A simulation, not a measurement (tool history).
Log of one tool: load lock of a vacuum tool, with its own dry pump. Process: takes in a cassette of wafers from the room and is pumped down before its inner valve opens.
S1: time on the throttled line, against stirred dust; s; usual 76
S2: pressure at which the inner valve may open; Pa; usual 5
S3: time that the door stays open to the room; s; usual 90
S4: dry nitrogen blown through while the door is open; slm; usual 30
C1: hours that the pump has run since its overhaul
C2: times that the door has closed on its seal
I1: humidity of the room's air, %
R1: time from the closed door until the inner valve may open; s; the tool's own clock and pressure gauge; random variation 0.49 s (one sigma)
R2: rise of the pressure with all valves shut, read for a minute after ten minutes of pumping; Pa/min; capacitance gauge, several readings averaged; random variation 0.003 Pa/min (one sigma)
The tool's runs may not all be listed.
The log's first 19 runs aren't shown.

{"run": 20, "day": 135.525, "S1": 48, "S2": 5, "S3": 90, "S4": 30, "C1": 10452, "C2": 52952, "I1": 42.1, "R1": 80.3, "R2": 0.328}
{"run": 21, "day": 141.108, "S1": 48, "S2": 5, "S3": 74, "S4": 23, "C1": 10586, "C2": 53384, "I1": 42.6, "R1": 81, "R2": 0.33}
{"run": 22, "day": 146.412, "S1": 64, "S2": 5, "S3": 53, "S4": 7, "C1": 10713, "C2": 53794, "I1": 44.5, "R1": 95.4, "R2": 0.345}
{"run": 23, "day": 155.758, "S1": 43, "S2": 5, "S3": 53, "S4": 25, "C1": 10937, "C2": 54516, "I1": 44.3, "R1": 77, "R2": 0.33}
{"run": 24, "day": 161.192, "S1": 89, "S2": 6, "S3": 69, "S4": 30, "C1": 11068, "C2": 54936, "I1": 46.5, "R1": 117.1, "R2": 0.339}
{"run": 25, "day": 169.821, "S1": 105, "S2": 4, "S3": 97, "S4": 20, "C1": 11275, "C2": 55603, "I1": 46.6, "R1": 133, "R2": 0.363}
{"run": 26, "day": 177.488, "S1": 105, "S2": 4, "S3": 97, "S4": 20, "C1": 11459, "C2": 56196, "I1": 45.8, "R1": 132.7, "R2": 0.358}
{"run": 27, "day": 183.292, "S1": 105, "S2": 4, "S3": 97, "S4": 20, "C1": 11598, "C2": 56645, "I1": 45.7, "R1": 133.1, "R2": 0.366}
{"run": 28, "day": 192.783, "S1": 105, "S2": 4, "S3": 97, "S4": 20, "C1": 11826, "C2": 57379, "I1": 43.3, "R1": 134.5, "R2": 0.374}
{"run": 29, "day": 199.546, "S1": 67, "S2": 5, "S3": 90, "S4": 30, "C1": 11988, "C2": 57902, "I1": 41.7, "R1": 97.9, "R2": 0.371}
{"run": 30, "day": 209.254, "S1": 40, "S2": 5, "S3": 90, "S4": 28, "C1": 12221, "C2": 58652, "I1": 43.2, "R1": 73.2, "R2": 0.377}
{"run": 31, "day": 215.925, "S1": 76, "S2": 9, "S3": 90, "S4": 30, "C1": 12381, "C2": 59168, "I1": 41.6, "R1": 104.5, "R2": 0.385}
{"run": 32, "day": 225.354, "S1": 76, "S2": 9, "S3": 90, "S4": 30, "C1": 12608, "C2": 59897, "I1": 42.7, "R1": 104, "R2": 0.396}
{"run": 33, "day": 234.862, "S1": 76, "S2": 9, "S3": 90, "S4": 30, "C1": 12836, "C2": 60632, "I1": 44.9, "R1": 104.1, "R2": 0.404}
{"run": 34, "day": 241.412, "S1": 72, "S2": 8, "S3": 90, "S4": 30, "C1": 12993, "C2": 61138, "I1": 46.2, "R1": 100.2, "R2": 0.412}
{"run": 35, "day": 250.208, "S1": 121, "S2": 5, "S3": 39, "S4": 30, "C1": 13204, "C2": 61818, "I1": 44.9, "R1": 148.1, "R2": 0.407}
{"run": 36, "day": 258.158, "S1": 77, "S2": 5, "S3": 39, "S4": 30, "C1": 13395, "C2": 62433, "I1": 47.5, "R1": 108.1, "R2": 0.411}
{"run": 37, "day": 264.112, "S1": 125, "S2": 4, "S3": 90, "S4": 30, "C1": 13538, "C2": 62893, "I1": 44.5, "R1": 151.1, "R2": 0.415}
{"run": 38, "day": 274.033, "S1": 78, "S2": 5, "S3": 89, "S4": 30, "C1": 13776, "C2": 63660, "I1": 40.8, "R1": 109, "R2": 0.432}

Forecast each of these 3 alternatives for the next run:
{"run": "A", "day": 281.042, "S1": 76, "S2": 6, "S3": 90, "S4": 30, "C1": 13944, "C2": 64202, "I1": 45.5, "R1": "?", "R2": "?"}
{"run": "B", "day": 281.042, "S1": 126, "S2": 5, "S3": 58, "S4": 19, "C1": 13944, "C2": 64202, "I1": 46.9, "R1": "?", "R2": "?"}
{"run": "C", "day": 281.042, "S1": 76, "S2": 5, "S3": 90, "S4": 5, "C1": 13944, "C2": 64202, "I1": 46.4, "R1": "?", "R2": "?"}

run=A R1=106 R2=0.443
run=B R1=152.3 R2=0.434
run=C R1=107 R2=0.46
Without the tool's hidden state the same runs would have given:
run=A R1=102.4 R2=0.024
run=B R1=149.2 R2=0.03
run=C R1=103.3 R2=0.044

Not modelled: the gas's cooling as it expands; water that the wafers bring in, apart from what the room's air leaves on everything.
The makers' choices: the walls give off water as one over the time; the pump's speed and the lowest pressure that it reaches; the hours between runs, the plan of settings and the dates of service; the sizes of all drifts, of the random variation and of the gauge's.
